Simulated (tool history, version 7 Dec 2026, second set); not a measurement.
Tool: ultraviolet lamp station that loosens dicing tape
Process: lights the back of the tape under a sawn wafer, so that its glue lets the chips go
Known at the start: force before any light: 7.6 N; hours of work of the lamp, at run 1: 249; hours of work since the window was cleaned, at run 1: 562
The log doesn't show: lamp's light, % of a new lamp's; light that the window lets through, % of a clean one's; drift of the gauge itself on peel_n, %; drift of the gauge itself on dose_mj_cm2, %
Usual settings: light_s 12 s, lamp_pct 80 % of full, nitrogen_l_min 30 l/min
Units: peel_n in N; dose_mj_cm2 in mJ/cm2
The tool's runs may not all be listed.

| run | hour | light_s | lamp_pct | nitrogen_l_min | hours of work of the lamp | hours of work since the window was cleaned | peel_n | dose_mj_cm2 |
|---|---|---|---|---|---|---|---|---|
| 1 | 0.0 | 12 | 80 | 30 | 249 | 562 | 0.428 | 475 |
| 2 | 24.0 | 21 | 80 | 30 | 262 | 574 | 0.220 | 820 |
| 3 | 45.5 | 21 | 80 | 30 | 273 | 585 | 0.220 | 821 |
| 4 | 67.3 | 12 | 80 | 49 | 284 | 596 | 0.318 | 465 |
| 5 | 82.0 | 12 | 80 | 49 | 291 | 604 | 0.339 | 460 |
| 6 | 98.9 | 12 | 80 | 49 | 300 | 612 | 0.334 | 461 |
| 7 | 112.4 | 12 | 80 | 49 | 307 | 619 | 0.329 | 459 |
| 8 | 132.7 | 12 | 80 | 49 | 317 | 629 | 0.336 | 455 |
| 9 | 145.4 | 12 | 80 | 35 | 323 | 636 | 0.414 | 454 |
|  | 158.4 | window cleaned of glue's vapour |
| 10 | 162.0 | 12 | 80 | 35 | 332 | 2 | 0.413 | 456 |
| 11 | 183.3 | 12 | 80 | 35 | 342 | 13 | 0.426 | 458 |
|  | 197.4 | window cleaned of glue's vapour, once more |
| 12 | 198.8 | 12 | 80 | 35 | 350 | 1 | 0.376 | 479 |
| 13 | 220.7 | 12 | 80 | 35 | 361 | 12 | 0.395 | 472 |
| 14 | 241.8 | 12 | 80 | 35 | 372 | 23 | 0.391 | 473 |
| 15 | 266.0 | 12 | 80 | 35 | 384 | 35 | 0.417 | 467 |
| 16 | 276.3 | 12 | 80 | 35 | 389 | 40 | 0.394 | 473 |
| 17 | 288.7 | 12 | 67 | 30 | 396 | 46 | 0.639 | 395 |
| 18 | 304.1 | 12 | 67 | 30 | 404 | 54 | 0.646 | 390 |
| 19 | 324.4 | 12 | 80 | 30 | 414 | 65 | 0.445 | 467 |
| 20 | 340.1 | 8 | 80 | 30 | 422 | 73 | 1.015 | 311 |
| 21 | 354.8 | 8 | 80 | 30 | 429 | 80 | 0.955 | 314 |
| 22 | 364.8 | 13 | 80 | 30 | 434 | 85 | 0.394 | 503 |
| 23 | 386.7 | 9 | 80 | 22 | 446 | 96 | 1.008 | 343 |
| 24 | 403.8 | 9 | 80 | 22 | 454 | 105 | 1.044 | 342 |
| 25 | 415.0 | 9 | 80 | 22 | 460 | 111 | 1.059 | 344 |
| 26 | 434.0 | 12 | 72 | 23 | 470 | 120 | 0.728 | 410 |
| 27 | 457.6 | 12 | 72 | 23 | 482 | 132 | 0.749 | 409 |
| 28 | 470.7 | 12 | 77 | 30 | 488 | 139 | 0.501 | 434 |
| 29 | 487.8 | 22 | 77 | 9 | 497 | 148 | 0.470 | 794 |
| 30 | 497.8 | 10 | 75 | 30 | 502 | 153 | 0.790 | 352 |
| 31 | 520.6 | 10 | 75 | 30 | 514 | 164 | 0.767 | 350 |
| 32 | 536.8 | 12 | 86 | 22 | 522 | 173 | 0.569 | 482 |

Forecast run 33:
| 33 | 560.7 | 12 | 87 | 12 | 534 | 185 | ? | ? |

Run 33 gave peel_n 0.925 N, dose_mj_cm2 484 mJ/cm2.
Without the tool's hidden state the same run would have given peel_n 0.655 N, dose_mj_cm2 581 mJ/cm2.
